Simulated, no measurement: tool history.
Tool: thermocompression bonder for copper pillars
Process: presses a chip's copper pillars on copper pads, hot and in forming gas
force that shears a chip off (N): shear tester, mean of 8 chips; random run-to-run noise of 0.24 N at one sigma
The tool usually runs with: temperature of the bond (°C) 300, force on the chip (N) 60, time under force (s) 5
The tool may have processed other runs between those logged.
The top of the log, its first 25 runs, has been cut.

run     day  temperature of the bond (°C)  force on the chip (N)  time under force (s)  hours of work since the heater was calibrated  hours of work since the force cell was calibrated  hours of work since the gas filter was changed  force that shears a chip off (N)
 26   9.129                           275                     51                    14                                            443                                                181                                             142                              62.3
 27   9.508                           272                     36                     3                                            449                                                187                                             148                              28.4
 28   9.738                           330                     47                    11                                            452                                                190                                             151                              79.1
 29   9.962                           301                     47                    13                                            456                                                194                                             155                              71.2
 30  10.217                           318                     60                     3                                            460                                                198                                             159                              62.6
 31    10.5                           325                     59                     8                                            464                                                202                                             163                              79.4
 32  10.883                           279                     47                     5                                            470                                                208                                             169                              45.4
 33  11.088                           275                     67                     4                                            473                                                212                                             172                              49.7
 34  11.325                           275                     67                     4                                            477                                                215                                             176                              49.7
 35  11.808                           303                     67                     5                                            485                                                223                                             184                              67.3
 36    12.2                           303                     67                     5                                            491                                                229                                             190                                68
 37  12.646                           279                     45                    14                                            498                                                236                                             197                              60.9

3 ways to go on from here, each from the tool as it stands after run 37. What would each give?
  A  12.975                           272                     36                     5                                            503                                                241                                             202                                 ?
  B  12.975                           291                     45                    10                                            503                                                241                                             202                                 ?
  C  12.975                           279                     41                     5                                            503                                                241                                             202                                 ?

run  force that shears a chip off (N)
  A                              34.9
  B                              61.1
  C                              41.3
With the hidden condition removed and each run's random variation left untouched, the same runs would have given:
run  force that shears a chip off (N)
  A                              33.3
  B                              59.6
  C                              39.7
